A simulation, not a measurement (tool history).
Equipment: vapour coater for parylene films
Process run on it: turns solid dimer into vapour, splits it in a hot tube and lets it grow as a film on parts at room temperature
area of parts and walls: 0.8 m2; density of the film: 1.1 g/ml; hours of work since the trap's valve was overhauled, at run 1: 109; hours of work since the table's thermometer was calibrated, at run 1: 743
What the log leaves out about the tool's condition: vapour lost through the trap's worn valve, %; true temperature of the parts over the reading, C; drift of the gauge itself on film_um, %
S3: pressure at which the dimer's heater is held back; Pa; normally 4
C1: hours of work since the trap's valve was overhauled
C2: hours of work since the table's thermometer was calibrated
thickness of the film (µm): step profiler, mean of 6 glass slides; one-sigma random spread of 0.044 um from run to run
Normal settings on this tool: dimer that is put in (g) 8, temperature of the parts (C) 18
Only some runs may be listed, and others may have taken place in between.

run 1 hour=0 | dimer_that_is_put_in_(g)=8 temperature_of_the_parts_(C)=18 S3=4 | C1=109 C2=743 | thickness_of_the_film_(µm)=4.61
run 2 hour=40.3 | dimer_that_is_put_in_(g)=8 temperature_of_the_parts_(C)=18 S3=4 | C1=133 C2=766 | thickness_of_the_film_(µm)=4.49
run 3 hour=68.4 | dimer_that_is_put_in_(g)=8 temperature_of_the_parts_(C)=18 S3=4 | C1=150 C2=783 | thickness_of_the_film_(µm)=4.46
run 4 hour=107.4 | dimer_that_is_put_in_(g)=8 temperature_of_the_parts_(C)=18 S3=4 | C1=173 C2=806 | thickness_of_the_film_(µm)=4.44
run 5 hour=129 | dimer_that_is_put_in_(g)=8 temperature_of_the_parts_(C)=18 S3=4.42 | C1=186 C2=819 | thickness_of_the_film_(µm)=4.3
run 6 hour=158.9 | dimer_that_is_put_in_(g)=8 temperature_of_the_parts_(C)=18 S3=4.42 | C1=203 C2=836 | thickness_of_the_film_(µm)=4.29
run 7 hour=199.4 | dimer_that_is_put_in_(g)=8 temperature_of_the_parts_(C)=18 S3=4.42 | C1=227 C2=860 | thickness_of_the_film_(µm)=4.33
-- hour=209.6 trap's valve overhauled
run 8 hour=223 | dimer_that_is_put_in_(g)=8 temperature_of_the_parts_(C)=21 S3=4 | C1=8 C2=872 | thickness_of_the_film_(µm)=4.5
run 9 hour=250 | dimer_that_is_put_in_(g)=8 temperature_of_the_parts_(C)=21 S3=4 | C1=24 C2=888 | thickness_of_the_film_(µm)=4.44
run 10 hour=279.7 | dimer_that_is_put_in_(g)=8 temperature_of_the_parts_(C)=21 S3=4 | C1=41 C2=906 | thickness_of_the_film_(µm)=4.43
run 11 hour=298.9 | dimer_that_is_put_in_(g)=8 temperature_of_the_parts_(C)=18 S3=4 | C1=53 C2=917 | thickness_of_the_film_(µm)=4.75
run 12 hour=316.2 | dimer_that_is_put_in_(g)=8 temperature_of_the_parts_(C)=18 S3=4 | C1=63 C2=927 | thickness_of_the_film_(µm)=4.66
run 13 hour=356.9 | dimer_that_is_put_in_(g)=8 temperature_of_the_parts_(C)=18 S3=4 | C1=87 C2=951 | thickness_of_the_film_(µm)=4.64
run 14 hour=374.1 | dimer_that_is_put_in_(g)=8 temperature_of_the_parts_(C)=18 S3=4 | C1=97 C2=961 | thickness_of_the_film_(µm)=4.65
run 15 hour=414.8 | dimer_that_is_put_in_(g)=8 temperature_of_the_parts_(C)=16 S3=8.03 | C1=121 C2=985 | thickness_of_the_film_(µm)=4.42
run 16 hour=442 | dimer_that_is_put_in_(g)=10 temperature_of_the_parts_(C)=13 S3=10.71 | C1=137 C2=1001 | thickness_of_the_film_(µm)=5.7
run 17 hour=482.4 | dimer_that_is_put_in_(g)=6 temperature_of_the_parts_(C)=28 S3=10.71 | C1=161 C2=1025 | thickness_of_the_film_(µm)=2.48
run 18 hour=499.7 | dimer_that_is_put_in_(g)=6 temperature_of_the_parts_(C)=23 S3=9.59 | C1=171 C2=1035 | thickness_of_the_film_(µm)=2.72
run 19 hour=526.1 | dimer_that_is_put_in_(g)=6 temperature_of_the_parts_(C)=23 S3=9.59 | C1=187 C2=1051 | thickness_of_the_film_(µm)=2.7
run 20 hour=554.6 | dimer_that_is_put_in_(g)=6 temperature_of_the_parts_(C)=10 S3=3.54 | C1=204 C2=1068 | thickness_of_the_film_(µm)=3.89
run 21 hour=576.4 | dimer_that_is_put_in_(g)=5 temperature_of_the_parts_(C)=11 S3=4 | C1=217 C2=1081 | thickness_of_the_film_(µm)=3.09
-- hour=604.9 trap's valve overhauled
run 22 hour=604.9 | dimer_that_is_put_in_(g)=5 temperature_of_the_parts_(C)=11 S3=4 | C1=0 C2=1095 | thickness_of_the_film_(µm)=3.49
run 23 hour=644.2 | dimer_that_is_put_in_(g)=5 temperature_of_the_parts_(C)=11 S3=4 | C1=23 C2=1118 | thickness_of_the_film_(µm)=3.48
run 24 hour=677.6 | dimer_that_is_put_in_(g)=5 temperature_of_the_parts_(C)=11 S3=4 | C1=43 C2=1138 | thickness_of_the_film_(µm)=3.44
run 25 hour=705.6 | dimer_that_is_put_in_(g)=5 temperature_of_the_parts_(C)=18 S3=2.67 | C1=59 C2=1155 | thickness_of_the_film_(µm)=3
run 26 hour=728.4 | dimer_that_is_put_in_(g)=5 temperature_of_the_parts_(C)=16 S3=3.55 | C1=73 C2=1168 | thickness_of_the_film_(µm)=3.01

Predict each of these 5 candidate next runs independently; none follows another, all start after run 26:
run A hour=762.7 | dimer_that_is_put_in_(g)=4 temperature_of_the_parts_(C)=12 S3=2.02 | C1=93 C2=1188 | thickness_of_the_film_(µm)=?
run B hour=762.7 | dimer_that_is_put_in_(g)=8 temperature_of_the_parts_(C)=24 S3=4 | C1=93 C2=1188 | thickness_of_the_film_(µm)=?
run C hour=762.7 | dimer_that_is_put_in_(g)=14 temperature_of_the_parts_(C)=18 S3=4 | C1=93 C2=1188 | thickness_of_the_film_(µm)=?
run D hour=762.7 | dimer_that_is_put_in_(g)=8 temperature_of_the_parts_(C)=18 S3=11.18 | C1=93 C2=1188 | thickness_of_the_film_(µm)=?
run E hour=762.7 | dimer_that_is_put_in_(g)=8 temperature_of_the_parts_(C)=24 S3=3.55 | C1=93 C2=1188 | thickness_of_the_film_(µm)=?

run=A thickness_of_the_film_(µm)=2.72
run=B thickness_of_the_film_(µm)=4.02
run=C thickness_of_the_film_(µm)=7.95
run=D thickness_of_the_film_(µm)=4.09
run=E thickness_of_the_film_(µm)=4.06
What these runs would have given with no unlogged condition in the tool:
run=A thickness_of_the_film_(µm)=2.89
run=B thickness_of_the_film_(µm)=4.27
run=C thickness_of_the_film_(µm)=8.45
run=D thickness_of_the_film_(µm)=4.34
run=E thickness_of_the_film_(µm)=4.31

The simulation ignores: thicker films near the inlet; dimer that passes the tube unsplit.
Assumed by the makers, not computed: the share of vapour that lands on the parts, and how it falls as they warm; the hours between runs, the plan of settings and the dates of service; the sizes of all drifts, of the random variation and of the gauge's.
